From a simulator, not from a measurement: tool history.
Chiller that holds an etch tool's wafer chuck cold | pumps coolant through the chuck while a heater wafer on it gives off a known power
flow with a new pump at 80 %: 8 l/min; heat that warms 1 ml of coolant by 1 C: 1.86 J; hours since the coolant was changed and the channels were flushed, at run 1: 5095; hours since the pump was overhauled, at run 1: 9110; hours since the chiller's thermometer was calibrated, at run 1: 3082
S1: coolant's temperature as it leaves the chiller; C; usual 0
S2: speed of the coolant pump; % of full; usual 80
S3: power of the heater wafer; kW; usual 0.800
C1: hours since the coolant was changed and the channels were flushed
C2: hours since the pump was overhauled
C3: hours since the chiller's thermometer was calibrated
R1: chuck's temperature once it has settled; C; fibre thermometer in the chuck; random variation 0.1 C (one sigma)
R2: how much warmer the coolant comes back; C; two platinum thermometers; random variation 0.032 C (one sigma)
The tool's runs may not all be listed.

run 1 hour=0.0 | S1=0 S2=80 S3=0.800 | C1=5095 C2=9110 C3=3082 | R1=9.0 R2=3.17
run 2 hour=161.9 | S1=0 S2=80 S3=0.476 | C1=5257 C2=9272 C3=3244 | R1=5.2 R2=1.91
run 3 hour=364.7 | S1=0 S2=80 S3=0.476 | C1=5460 C2=9474 C3=3446 | R1=5.4 R2=1.90
-- hour=414.4 chiller's thermometer calibrated
run 4 hour=579.8 | S1=0 S2=80 S3=0.476 | C1=5674 C2=9688 C3=165 | R1=5.4 R2=1.96
run 5 hour=707.8 | S1=0 S2=83 S3=0.476 | C1=5802 C2=9816 C3=293 | R1=5.1 R2=1.81
run 6 hour=863.4 | S1=0 S2=80 S3=0.800 | C1=5957 C2=9972 C3=449 | R1=8.8 R2=3.22
run 7 hour=1091.6 | S1=0 S2=80 S3=0.800 | C1=6186 C2=10200 C3=677 | R1=8.9 R2=3.21
run 8 hour=1210.1 | S1=0 S2=80 S3=0.800 | C1=6304 C2=10319 C3=796 | R1=8.9 R2=3.20
run 9 hour=1419.4 | S1=0 S2=80 S3=0.629 | C1=6513 C2=10528 C3=1005 | R1=7.0 R2=2.59
run 10 hour=1599.7 | S1=0 S2=80 S3=0.629 | C1=6694 C2=10708 C3=1185 | R1=6.8 R2=2.55
run 11 hour=1701.3 | S1=0 S2=80 S3=0.419 | C1=6795 C2=10810 C3=1287 | R1=4.6 R2=1.71
run 12 hour=1874.3 | S1=0 S2=80 S3=0.419 | C1=6968 C2=10983 C3=1460 | R1=4.6 R2=1.65
run 13 hour=2001.2 | S1=0 S2=80 S3=0.419 | C1=7095 C2=11110 C3=1587 | R1=4.5 R2=1.65
run 14 hour=2118.4 | S1=0 S2=80 S3=0.448 | C1=7212 C2=11227 C3=1704 | R1=4.9 R2=1.80
run 15 hour=2275.9 | S1=4 S2=83 S3=0.800 | C1=7370 C2=11384 C3=1861 | R1=12.7 R2=3.03
run 16 hour=2398.4 | S1=-10 S2=75 S3=0.807 | C1=7492 C2=11507 C3=1984 | R1=-0.4 R2=3.52
run 17 hour=2503.8 | S1=-10 S2=68 S3=0.702 | C1=7598 C2=11612 C3=2089 | R1=-1.1 R2=3.42
run 18 hour=2731.8 | S1=0 S2=80 S3=0.857 | C1=7826 C2=11840 C3=2317 | R1=9.5 R2=3.42
-- hour=2873.2 coolant changed, channels flushed
run 19 hour=2898.6 | S1=0 S2=80 S3=0.857 | C1=25 C2=12001 C3=2478 | R1=9.6 R2=3.47

3 ways to go on from here, each from the tool as it stands after run 19. What would each give?
run A hour=3127.5 | S1=-9 S2=61 S3=0.527 | C1=254 C2=12230 C3=2707 | R1=? R2=?
run B hour=3127.5 | S1=9 S2=80 S3=0.800 | C1=254 C2=12230 C3=2707 | R1=? R2=?
run C hour=3127.5 | S1=0 S2=71 S3=0.800 | C1=254 C2=12230 C3=2707 | R1=? R2=?

run=A R1=-1.7 R2=2.98
run=B R1=17.9 R2=3.27
run=C R1=10.0 R2=3.68
Without the tool's hidden state the same runs would have given:
run=A R1=-1.7 R2=2.97
run=B R1=17.9 R2=3.27
run=C R1=10.0 R2=3.68
